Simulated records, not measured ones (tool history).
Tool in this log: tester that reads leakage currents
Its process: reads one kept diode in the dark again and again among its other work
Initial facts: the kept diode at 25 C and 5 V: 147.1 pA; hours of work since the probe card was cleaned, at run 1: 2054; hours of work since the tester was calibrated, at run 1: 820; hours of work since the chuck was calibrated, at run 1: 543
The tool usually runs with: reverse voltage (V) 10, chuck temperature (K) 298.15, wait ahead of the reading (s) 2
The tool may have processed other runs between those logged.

run	day	reverse voltage (V)	chuck temperature (K)	wait ahead of the reading (s)	hours of work since the probe card was cleaned	hours of work since the tester was calibrated	hours of work since the chuck was calibrated	current that the tester gives (pA)
1	0	10	298.15	2	2054	820	543	240.31
# day 1.729: chuck's temperature calibrated
2	6.875	17.3	298.15	2	2137	904	63	272.63
3	18.679	17.3	298.15	2	2283	1049	209	287.3
4	25.133	4.6	298.15	2	2362	1129	288	164.28
5	32.2	4.6	298.15	2	2449	1216	375	168.4
6	44.133	4.6	304.15	2	2596	1363	522	264.41
# day 47.467: chuck's temperature calibrated
7	51.342	4.6	304.15	2	2684	1451	48	232.06
8	60.262	4.6	304.15	2	2794	1560	158	239.94

Forecast run 9:
9	71.292	3.3	313.15	8.58	2929	1696	293	?

{"run 9": {"current that the tester gives (pA)": 394.11}}
The same run, on a tool lacking any hidden state, would have yielded current that the tester gives (pA) 354.35.
